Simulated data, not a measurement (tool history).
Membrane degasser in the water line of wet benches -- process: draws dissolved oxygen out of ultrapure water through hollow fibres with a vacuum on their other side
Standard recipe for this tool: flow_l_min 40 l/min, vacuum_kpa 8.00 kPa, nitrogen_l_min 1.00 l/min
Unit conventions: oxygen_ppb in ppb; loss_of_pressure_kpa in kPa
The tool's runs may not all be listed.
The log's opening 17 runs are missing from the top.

| run | hour | flow_l_min | vacuum_kpa | nitrogen_l_min | hours since the membrane was changed | hours since the vacuum gauge was calibrated | hours since the vacuum lines were made tight | oxygen_ppb | loss_of_pressure_kpa |
|---|---|---|---|---|---|---|---|---|---|
| 18 | 1174.1 | 64 | 8.18 | 1.10 | 1544 | 749 | 7664 | 580.0 | 110.45 |
| 19 | 1229.6 | 64 | 8.18 | 1.10 | 1600 | 805 | 7719 | 580.7 | 110.44 |
| 20 | 1278.8 | 64 | 18.30 | 1.31 | 1649 | 854 | 7769 | 1302.8 | 111.46 |
|  | 1328.9 | seals of the vacuum lines changed |
| 21 | 1335.8 | 40 | 7.56 | 0.82 | 1704 | 909 | 7 | 407.2 | 68.82 |
| 22 | 1430.1 | 49 | 15.60 | 1.72 | 1798 | 1003 | 101 | 715.4 | 84.86 |
| 23 | 1494.8 | 24 | 13.24 | 0.74 | 1863 | 1068 | 166 | 631.8 | 41.43 |
| 24 | 1560.0 | 27 | 5.56 | 0.74 | 1928 | 1133 | 231 | 176.4 | 46.62 |
| 25 | 1654.9 | 27 | 5.56 | 0.74 | 2023 | 1228 | 326 | 176.9 | 46.78 |
| 26 | 1729.6 | 43 | 14.75 | 1.00 | 2098 | 1303 | 401 | 897.4 | 74.73 |
| 27 | 1781.0 | 40 | 16.37 | 1.00 | 2149 | 1354 | 452 | 963.1 | 69.05 |
| 28 | 1836.9 | 40 | 14.52 | 2.07 | 2205 | 1410 | 508 | 475.9 | 69.12 |
| 29 | 1906.9 | 40 | 14.52 | 2.07 | 2275 | 1480 | 578 | 479.8 | 69.40 |
| 30 | 1954.7 | 28 | 14.52 | 2.07 | 2323 | 1528 | 626 | 346.8 | 48.29 |
| 31 | 2037.6 | 40 | 5.76 | 0.61 | 2406 | 1611 | 709 | 307.5 | 69.17 |
| 32 | 2083.5 | 42 | 17.46 | 2.23 | 2451 | 1657 | 755 | 579.5 | 72.53 |
| 33 | 2153.1 | 42 | 17.46 | 2.23 | 2521 | 1726 | 824 | 579.6 | 72.61 |

Here are 3 independent what-if runs from the current tool condition. What would each one return?
| A | 2226.6 | 54 | 8.00 | 1.00 | 2594 | 1800 | 898 | ? | ? |
| B | 2226.6 | 52 | 6.24 | 1.00 | 2594 | 1800 | 898 | ? | ? |
| C | 2226.6 | 43 | 8.00 | 1.00 | 2594 | 1800 | 898 | ? | ? |

| run | oxygen_ppb | loss_of_pressure_kpa |
|---|---|---|
| A | 506.6 | 93.08 |
| B | 328.6 | 90.06 |
| C | 408.8 | 74.59 |
The same runs, with their run-to-run variation unchanged, on a tool lacking any hidden condition would have given:
| run | oxygen_ppb | loss_of_pressure_kpa |
|---|---|---|
| A | 506.3 | 93.05 |
| B | 328.2 | 90.04 |
| C | 408.5 | 74.57 |
